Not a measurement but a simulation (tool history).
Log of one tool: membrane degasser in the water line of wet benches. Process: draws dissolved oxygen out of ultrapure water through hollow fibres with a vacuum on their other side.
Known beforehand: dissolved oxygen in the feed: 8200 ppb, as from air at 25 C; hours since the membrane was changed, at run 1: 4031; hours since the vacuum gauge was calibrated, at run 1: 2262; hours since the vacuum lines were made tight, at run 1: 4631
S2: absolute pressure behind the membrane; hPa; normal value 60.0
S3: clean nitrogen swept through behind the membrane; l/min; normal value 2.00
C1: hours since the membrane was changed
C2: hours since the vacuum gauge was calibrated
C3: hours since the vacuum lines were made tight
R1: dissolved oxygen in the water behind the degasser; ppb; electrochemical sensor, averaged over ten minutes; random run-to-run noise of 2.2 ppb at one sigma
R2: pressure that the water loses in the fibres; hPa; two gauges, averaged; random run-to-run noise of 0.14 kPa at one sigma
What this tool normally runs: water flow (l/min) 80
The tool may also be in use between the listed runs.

run 1 hour=0.0 | water_flow_(l/min)=80 S2=60.0 S3=2.00 | C1=4031 C2=2262 C3=4631 | R1=312.2 R2=410.9
run 2 hour=119.9 | water_flow_(l/min)=80 S2=60.0 S3=3.51 | C1=4151 C2=2382 C3=4751 | R1=232.6 R2=411.3
run 3 hour=235.9 | water_flow_(l/min)=80 S2=60.0 S3=2.00 | C1=4267 C2=2498 C3=4867 | R1=315.9 R2=411.0
run 4 hour=313.1 | water_flow_(l/min)=80 S2=60.0 S3=2.00 | C1=4344 C2=2576 C3=4945 | R1=309.5 R2=412.5
run 5 hour=437.3 | water_flow_(l/min)=80 S2=60.0 S3=2.00 | C1=4468 C2=2700 C3=5069 | R1=313.7 R2=412.7
run 6 hour=574.1 | water_flow_(l/min)=80 S2=60.0 S3=2.00 | C1=4605 C2=2837 C3=5206 | R1=311.0 R2=411.8
run 7 hour=645.1 | water_flow_(l/min)=89 S2=142.4 S3=2.00 | C1=4676 C2=2908 C3=5277 | R1=986.1 R2=457.8
run 8 hour=707.7 | water_flow_(l/min)=80 S2=60.0 S3=3.19 | C1=4739 C2=2970 C3=5339 | R1=246.0 R2=412.1
run 9 hour=820.1 | water_flow_(l/min)=92 S2=88.2 S3=2.00 | C1=4851 C2=3083 C3=5452 | R1=581.9 R2=474.2
run 10 hour=891.2 | water_flow_(l/min)=59 S2=80.8 S3=1.04 | C1=4922 C2=3154 C3=5523 | R1=538.3 R2=301.4
run 11 hour=973.9 | water_flow_(l/min)=81 S2=80.8 S3=1.04 | C1=5005 C2=3236 C3=5605 | R1=692.5 R2=417.9
run 12 hour=1058.3 | water_flow_(l/min)=81 S2=92.7 S3=1.04 | C1=5089 C2=3321 C3=5690 | R1=829.8 R2=417.8

Each row is a separate what-if for the run after 12, all from the same tool condition, not one after another. Results?
run A hour=1158.0 | water_flow_(l/min)=59 S2=60.0 S3=2.00 | C1=5189 C2=3420 C3=5789 | R1=? R2=?
run B hour=1158.0 | water_flow_(l/min)=83 S2=97.7 S3=3.13 | C1=5189 C2=3420 C3=5789 | R1=? R2=?
run C hour=1158.0 | water_flow_(l/min)=59 S2=86.6 S3=4.58 | C1=5189 C2=3420 C3=5789 | R1=? R2=?
run D hour=1158.0 | water_flow_(l/min)=81 S2=92.7 S3=2.47 | C1=5189 C2=3420 C3=5789 | R1=? R2=?
run E hour=1158.0 | water_flow_(l/min)=125 S2=131.0 S3=1.94 | C1=5189 C2=3420 C3=5789 | R1=? R2=?

run=A R1=234.1 R2=301.3
run=B R1=455.2 R2=427.0
run=C R1=224.4 R2=304.1
run=D R1=486.6 R2=418.0
run=E R1=1187.6 R2=646.0
Take away the tool's hidden state, keep each run's random variation, and the runs would have read:
run=A R1=233.9 R2=301.2
run=B R1=455.0 R2=426.9
run=C R1=224.3 R2=304.1
run=D R1=486.3 R2=417.9
run=E R1=1187.2 R2=645.8
